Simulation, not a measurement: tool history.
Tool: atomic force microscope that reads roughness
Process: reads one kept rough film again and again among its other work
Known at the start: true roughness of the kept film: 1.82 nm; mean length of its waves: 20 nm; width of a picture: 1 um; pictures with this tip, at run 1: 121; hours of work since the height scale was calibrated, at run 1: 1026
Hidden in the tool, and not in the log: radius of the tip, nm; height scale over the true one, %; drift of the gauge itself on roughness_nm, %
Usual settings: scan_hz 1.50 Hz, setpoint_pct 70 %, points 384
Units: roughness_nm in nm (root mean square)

run,hour,scan_hz,setpoint_pct,points,pictures with this tip,hours of work since the height scale was calibrated,roughness_nm
1,0.0,1.50,70,384,121,1026,1.446
2,19.6,1.50,70,384,160,1040,1.405
3,39.3,1.50,70,519,199,1054,1.365
4,56.6,1.50,77,384,233,1067,1.289
# hour 67.4: new tip fitted
5,87.1,1.50,77,384,39,1089,1.496
6,115.9,0.54,70,384,96,1110,1.484
7,153.6,0.54,61,384,170,1137,1.408
8,176.5,0.54,61,384,215,1154,1.357
# hour 194.4: new tip fitted
9,202.5,0.54,61,384,16,1173,1.626
10,235.2,0.54,61,384,80,1196,1.518
11,262.6,1.50,85,384,135,1216,1.352
12,281.1,1.50,70,384,171,1230,1.381
13,319.0,1.50,57,384,246,1257,1.340
# hour 321.5: new tip fitted
14,353.5,2.56,64,364,63,1282,1.491
15,390.4,1.45,70,384,136,1309,1.411
16,412.2,0.57,78,413,179,1325,1.386
17,441.5,2.48,85,463,237,1346,1.171
# hour 449.5: new tip fitted
18,465.1,2.48,85,463,31,1363,1.398

Run 19 comes next. What will it give?
19,502.3,1.83,85,463,105,1390,?

roughness_nm: 1.358 nm (root mean square)
Without the tool's hidden state the same run would have given roughness_nm 1.480 nm (root mean square).

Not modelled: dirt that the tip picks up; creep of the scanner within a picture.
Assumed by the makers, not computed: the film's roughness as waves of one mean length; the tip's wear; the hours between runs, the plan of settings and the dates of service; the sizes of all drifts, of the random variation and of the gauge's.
